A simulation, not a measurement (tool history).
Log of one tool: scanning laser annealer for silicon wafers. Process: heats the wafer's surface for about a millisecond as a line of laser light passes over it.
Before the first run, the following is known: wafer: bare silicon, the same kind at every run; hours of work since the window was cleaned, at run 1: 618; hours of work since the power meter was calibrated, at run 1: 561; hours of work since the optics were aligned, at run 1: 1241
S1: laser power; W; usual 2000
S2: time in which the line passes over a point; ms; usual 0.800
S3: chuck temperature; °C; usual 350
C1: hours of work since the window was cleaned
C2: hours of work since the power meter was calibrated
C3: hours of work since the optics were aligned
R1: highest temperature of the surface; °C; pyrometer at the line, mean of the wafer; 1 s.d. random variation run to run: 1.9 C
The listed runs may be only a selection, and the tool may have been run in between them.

run	day	S1	S2	S3	C1	C2	C3	R1
1	0.000	2000	0.800	350	618	561	1241	1147
2	1.675	2000	0.800	350	635	578	1259	1147
3	4.033	2000	0.800	350	659	603	1283	1147
4	6.483	2000	0.800	350	685	628	1308	1142
5	8.308	2000	0.800	350	703	647	1327	1145
6	10.788	2000	0.800	350	729	672	1353	1143
7	13.688	2000	0.800	381	759	702	1383	1175
8	16.750	2000	0.800	381	791	734	1414	1172
9	19.125	2000	0.800	350	815	758	1439	1141
10	21.825	2000	0.599	350	843	786	1467	1035
# day 24.242: window over the wafer cleaned
11	25.525	2000	0.800	350	13	824	1504	1160
12	27.467	2000	0.800	350	33	844	1524	1161
13	29.921	2141	0.800	350	59	869	1549	1218
# day 32.483: optics aligned, line set to its width
14	33.496	2141	0.800	350	93	904	10	1221
15	35.688	2141	0.800	350	116	926	33	1221
16	38.071	2007	0.800	350	141	951	58	1167
17	40.546	1946	0.800	350	166	976	83	1144
18	44.446	1946	0.800	350	206	1017	123	1140
19	47.204	2000	0.920	350	235	1045	152	1219
20	50.433	2059	0.837	389	268	1078	185	1241
21	53.729	2059	0.837	389	302	1112	219	1239
22	55.429	2059	0.837	389	320	1130	237	1235
23	57.708	2059	0.837	389	343	1153	260	1240
24	61.450	1807	0.857	332	382	1192	299	1088
# day 61.950: laser's power meter calibrated
25	65.467	1750	0.747	384	422	36	339	1069
26	68.317	1750	0.747	384	451	66	368	1066
27	72.242	2149	0.697	384	492	106	409	1190
28	75.712	1900	0.800	350	528	142	445	1113
29	79.538	2000	0.637	350	567	181	484	1067
# day 80.683: laser's power meter calibrated, once more
30	82.654	2000	0.637	350	598	20	515	1063
31	85.888	1879	0.727	318	631	54	548	1033
32	89.958	2112	0.987	350	673	96	590	1277
33	93.483	2112	0.813	350	710	132	627	1194
34	95.871	2112	0.813	350	734	157	651	1195
35	97.829	2112	0.813	350	755	177	672	1191
36	100.425	1959	0.800	313	781	204	698	1088

Selected run-to-run steps in R1, each split into two signed amounts: the part the tool would show with no hidden state at all (from settings, incoming material and random variation), and the remainder, which goes to the hidden state together with any gauge scatter not common to the measured and the hidden-state-free results:
Hidden state present: light that passes the window, % of a clean one's; laser's true power over the reading, %; width of the line over the set one, %; drift of the gauge itself on peak_c, C.
Run 9 -> 10: S2 0.800 -> 0.599. R1 -106 °C: hidden state +4, all else -110.
Run 10 -> 11: S2 0.599 -> 0.800, window over the wafer cleaned. R1 +125 °C: hidden state +18, all else +107.
Run 23 -> 24: S1 2059 -> 1807, S2 0.837 -> 0.857, S3 389 -> 332. R1 -152 °C: hidden state +1, all else -153.
Run 31 -> 32: S1 1879 -> 2112, S2 0.727 -> 0.987, S3 318 -> 350. R1 +244 °C: hidden state -8, all else +252.
